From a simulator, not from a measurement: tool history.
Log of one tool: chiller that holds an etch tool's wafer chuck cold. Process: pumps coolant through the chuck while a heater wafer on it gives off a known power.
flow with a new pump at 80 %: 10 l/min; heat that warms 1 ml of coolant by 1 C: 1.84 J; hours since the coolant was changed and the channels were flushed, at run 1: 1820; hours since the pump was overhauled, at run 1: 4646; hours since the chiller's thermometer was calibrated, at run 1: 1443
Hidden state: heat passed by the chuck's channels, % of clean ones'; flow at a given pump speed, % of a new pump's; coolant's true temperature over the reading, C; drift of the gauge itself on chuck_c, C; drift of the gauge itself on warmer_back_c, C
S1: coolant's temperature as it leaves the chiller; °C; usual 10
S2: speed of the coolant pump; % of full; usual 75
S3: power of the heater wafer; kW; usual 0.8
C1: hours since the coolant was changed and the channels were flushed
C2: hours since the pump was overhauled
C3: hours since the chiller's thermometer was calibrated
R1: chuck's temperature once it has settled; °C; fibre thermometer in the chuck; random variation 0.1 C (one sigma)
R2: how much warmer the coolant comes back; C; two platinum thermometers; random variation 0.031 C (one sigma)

Run 1, hour 0: usual settings; C1 1820; C2 4646; C3 1443. Result: R1 16.85 °C, R2 3.08 C.
Run 2, hour 78.3: usual settings; C1 1898; C2 4724; C3 1521. Result: R1 16.99 °C, R2 3.1 C.
Run 3, hour 175.2: usual settings; C1 1995; C2 4821; C3 1618. Result: R1 17.06 °C, R2 3.12 C.
Run 4, hour 258.3: usual settings; C1 2078; C2 4904; C3 1701. Result: R1 17.05 °C, R2 3.13 C.
Run 5, hour 339.9: usual settings; C1 2160; C2 4986; C3 1783. Result: R1 16.98 °C, R2 3.16 C.
Run 6, hour 431: usual settings but S3 0.734 kW; C1 2251; C2 5077; C3 1874. Result: R1 16.32 °C, R2 2.85 C.
Run 7, hour 514.4: usual settings but S1 4 °C; C1 2335; C2 5160; C3 1957. Result: R1 10.87 °C, R2 3.13 C.
At hour 521.8: chiller's thermometer calibrated.
Run 8, hour 608: usual settings but S1 4 °C; C1 2427; C2 5253; C3 86. Result: R1 10.87 °C, R2 3.11 C.
Run 9, hour 655.6: usual settings but S1 4 °C; C1 2475; C2 5300; C3 134. Result: R1 11.23 °C, R2 3.11 C.
At hour 717: chiller's thermometer calibrated, once more.
Run 10, hour 748.5: usual settings; C1 2567; C2 5392; C3 32. Result: R1 17.14 °C, R2 3.22 C.
Run 11, hour 812.9: usual settings but S3 0.745 kW; C1 2631; C2 5457; C3 96. Result: R1 16.42 °C, R2 2.91 C.
Run 12, hour 914.8: usual settings but S1 4 °C, S2 68 % of full; C1 2733; C2 5558; C3 198. Result: R1 11.82 °C, R2 3.49 C.
Run 13, hour 1017.8: usual settings but S1 14 °C, S2 92 % of full, S3 0.41 kW; C1 2836; C2 5661; C3 301. Result: R1 17.14 °C, R2 1.34 C.
Run 14, hour 1127.9: usual settings but S1 14 °C, S2 92 % of full, S3 0.41 kW; C1 2946; C2 5772; C3 411. Result: R1 17.13 °C, R2 1.32 C.
Run 15, hour 1200.3: usual settings but S1 15 °C, S2 70 % of full; C1 3018; C2 5844; C3 483. Result: R1 22.26 °C, R2 3.42 C.
Run 16, hour 1271.4: usual settings but S1 15 °C, S2 70 % of full; C1 3090; C2 5915; C3 554. Result: R1 22.7 °C, R2 3.41 C.
Run 17, hour 1359.3: usual settings but S1 15 °C, S2 70 % of full; C1 3177; C2 6003; C3 642. Result: R1 22.55 °C, R2 3.39 C.
Run 18, hour 1477.7: usual settings but S1 7 °C, S2 63 % of full, S3 0.487 kW; C1 3296; C2 6121; C3 761. Result: R1 11.89 °C, R2 2.34 C.
Run 19, hour 1539.7: usual settings but S1 3 °C, S2 76 % of full, S3 1.153 kW; C1 3358; C2 6183; C3 823. Result: R1 13.33 °C, R2 4.52 C.
Run 20, hour 1608.2: usual settings but S1 19 °C, S2 74 % of full, S3 1.014 kW; C1 3426; C2 6252; C3 891. Result: R1 28.26 °C, R2 4.09 C.
Run 21, hour 1668.3: usual settings but S1 19 °C, S2 74 % of full, S3 1.014 kW; C1 3486; C2 6312; C3 951. Result: R1 28.26 °C, R2 4.09 C.
Run 22, hour 1739.5: usual settings but S1 9 °C, S2 73 % of full, S3 0.442 kW; C1 3558; C2 6383; C3 1023. Result: R1 12.99 °C, R2 1.84 C.

5 ways to go on from here, each from the tool as it stands after run 22. What would each give?
Run A, hour 1846.4: usual settings but S1 4 °C, S2 61 % of full, S3 0.442 kW; C1 3665; C2 6490; C3 1129. Result: R1 ?, R2 ?.
Run B, hour 1846.4: usual settings but S1 12 °C, S2 70 % of full, S3 1.158 kW; C1 3665; C2 6490; C3 1129. Result: R1 ?, R2 ?.
Run C, hour 1846.4: usual settings but S1 9 °C, S2 92 % of full, S3 0.517 kW; C1 3665; C2 6490; C3 1129. Result: R1 ?, R2 ?.
Run D, hour 1846.4: usual settings but S1 6 °C, S2 94 % of full, S3 0.589 kW; C1 3665; C2 6490; C3 1129. Result: R1 ?, R2 ?.
Run E, hour 1846.4: usual settings but S2 94 % of full, S3 0.56 kW; C1 3665; C2 6490; C3 1129. Result: R1 ?, R2 ?.

run     R1    R2
  A   8.54  2.26
  B  22.91  5.01
  C   12.9  1.63
  D  10.65  1.85
  E  14.45  1.75
Without the tool's hidden state the same runs would have given:
run     R1    R2
  A   8.06  1.97
  B  21.52  4.36
  C  12.48  1.41
  D  10.16  1.61
  E     14  1.52
